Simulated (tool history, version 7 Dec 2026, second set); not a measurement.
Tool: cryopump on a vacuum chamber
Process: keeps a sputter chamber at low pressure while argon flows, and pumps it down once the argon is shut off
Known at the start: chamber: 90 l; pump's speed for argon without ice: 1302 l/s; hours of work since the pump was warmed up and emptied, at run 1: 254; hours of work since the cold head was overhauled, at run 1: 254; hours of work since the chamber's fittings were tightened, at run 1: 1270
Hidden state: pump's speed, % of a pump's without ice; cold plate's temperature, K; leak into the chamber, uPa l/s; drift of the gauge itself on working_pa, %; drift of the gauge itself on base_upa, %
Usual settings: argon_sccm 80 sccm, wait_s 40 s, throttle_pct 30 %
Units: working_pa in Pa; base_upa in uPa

| run | hour | argon_sccm | wait_s | throttle_pct | hours of work since the pump was warmed up and emptied | hours of work since the cold head was overhauled | hours of work since the chamber's fittings were tightened | working_pa | base_upa |
|---|---|---|---|---|---|---|---|---|---|
| 1 | 0.0 | 80 | 40 | 30 | 254 | 254 | 1270 | 0.3555 | 4.40 |
| 2 | 11.2 | 80 | 40 | 30 | 262 | 262 | 1278 | 0.3549 | 4.32 |
| 3 | 36.6 | 80 | 40 | 30 | 281 | 281 | 1297 | 0.3539 | 4.46 |
| 4 | 60.4 | 112 | 40 | 30 | 298 | 298 | 1314 | 0.4979 | 4.53 |
| 5 | 81.1 | 112 | 40 | 30 | 314 | 314 | 1330 | 0.5019 | 4.65 |
| 6 | 100.5 | 112 | 40 | 30 | 328 | 328 | 1344 | 0.4988 | 4.73 |
| 7 | 116.1 | 45 | 40 | 30 | 339 | 339 | 1355 | 0.2002 | 4.58 |
| 8 | 139.2 | 45 | 40 | 30 | 357 | 357 | 1373 | 0.1991 | 4.61 |
| 9 | 162.2 | 118 | 40 | 30 | 374 | 374 | 1390 | 0.5251 | 4.68 |
| 10 | 184.4 | 118 | 40 | 30 | 390 | 390 | 1406 | 0.5302 | 4.80 |
| 11 | 204.6 | 118 | 40 | 30 | 405 | 405 | 1421 | 0.5273 | 4.67 |
| 12 | 221.2 | 80 | 40 | 30 | 417 | 417 | 1433 | 0.3582 | 4.76 |
| 13 | 235.7 | 80 | 40 | 30 | 428 | 428 | 1444 | 0.3591 | 4.77 |
| 14 | 250.8 | 33 | 32 | 30 | 439 | 439 | 1455 | 0.1476 | 5.55 |
| 15 | 274.7 | 33 | 32 | 30 | 457 | 457 | 1473 | 0.1488 | 5.39 |
| 16 | 299.5 | 33 | 58 | 27 | 475 | 475 | 1491 | 0.1655 | 3.91 |

Forecast run 17:
| 17 | 313.1 | 33 | 58 | 27 | 485 | 485 | 1501 | ? | ? |

{"run 17": {"working_pa": 0.1643, "base_upa": 4.03}}
Without the tool's hidden state the same run would have given working_pa 0.1580 Pa, base_upa 2.11 uPa.

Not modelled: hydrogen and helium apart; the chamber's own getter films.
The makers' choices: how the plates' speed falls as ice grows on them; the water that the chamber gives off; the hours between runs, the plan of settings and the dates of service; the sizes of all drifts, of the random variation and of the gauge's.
